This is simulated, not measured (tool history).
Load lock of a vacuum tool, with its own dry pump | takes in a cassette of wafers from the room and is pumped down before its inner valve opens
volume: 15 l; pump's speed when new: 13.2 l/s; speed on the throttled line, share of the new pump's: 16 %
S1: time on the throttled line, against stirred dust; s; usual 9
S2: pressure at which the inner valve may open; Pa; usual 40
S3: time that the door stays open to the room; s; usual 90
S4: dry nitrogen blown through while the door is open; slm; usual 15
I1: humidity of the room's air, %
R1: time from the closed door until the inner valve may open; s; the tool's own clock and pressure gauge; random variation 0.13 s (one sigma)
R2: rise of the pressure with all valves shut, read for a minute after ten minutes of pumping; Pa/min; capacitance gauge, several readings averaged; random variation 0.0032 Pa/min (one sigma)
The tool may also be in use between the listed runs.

run,hour,S1,S2,S3,S4,I1,R1,R2
1,0,9,40,90,15,47.6,16.5,0.104
2,120.5,9,40,90,15,48.6,16.5,0.104
3,232.7,16,40,90,15,45,22.2,0.104
4,439.8,9,51,90,15,47.1,16.2,0.105
5,648.1,9,51,90,15,46.8,16.3,0.104
6,914.2,9,51,44,15,46.8,16.3,0.074
7,1084.9,9,40,90,15,44.6,16.5,0.103
8,1309.8,9,40,90,15,42.2,16.5,0.093
9,1527.4,9,71,90,15,41.2,15.7,0.092
10,1686.3,9,71,90,15,45,15.5,0.096
11,1870.6,9,71,90,15,45.4,16,0.107
12,2114.6,9,40,27,15,46.4,16.3,0.054
13,2365.6,9,40,27,14,42.8,16.6,0.048
14,2549.4,9,40,59,15,48.8,16.5,0.082
15,2758.9,9,40,59,15,42.5,16.5,0.076
16,2914.3,9,40,59,15,46.5,16.4,0.079
17,3028.6,14,40,90,15,43.2,20.6,0.096
18,3150.1,14,40,90,15,45.6,20.8,0.1
19,3331.1,9,40,129,15,42.7,16.4,0.11
20,3447.7,9,37,219,5,43.9,16.4,0.193
21,3612.1,9,37,219,5,47.4,16.7,0.212
22,3814.7,9,37,219,5,45.7,16.7,0.203
23,4029.4,4,29,90,5,45.8,12.7,0.131
24,4274,12,40,67,37,46.6,19,0.066
25,4444.5,12,40,67,37,44.3,18.9,0.063
26,4585,16,48,90,15,48.9,22,0.108
27,4733.5,5,48,196,15,46.3,12.8,0.157
28,4905.9,5,59,196,6,45,12.4,0.182
29,5053,8,59,29,5,45.8,15.2,0.072
30,5195.9,4,40,203,15,43,12.3,0.145
31,5362.1,4,40,203,15,41.2,12.5,0.144
32,5636.9,4,40,203,15,45.9,12.2,0.153
33,5749.4,4,40,203,25,46.1,12.1,0.125
34,5982,4,52,44,29,45.6,11.9,0.062
35,6239.2,4,52,44,29,47.9,12,0.06
# hour 6453.4: door's seal changed, seat wiped
36,6501.2,4,52,44,29,41.1,12,0.056
37,6746.5,4,52,44,29,44.4,12.2,0.055

Forecast each of these 3 alternatives for the next run:
A,7003.1,4,43,27,29,48.4,?,?
B,7003.1,9,40,203,31,40.9,?,?
C,7003.1,6,40,89,4,43,?,?

run,R1,R2
A,12.2,0.044
B,16.4,0.107
C,13.8,0.121
Without the tool's hidden state the same runs would have given:
run,R1,R2
A,12.2,0.044
B,16.4,0.107
C,13.8,0.121
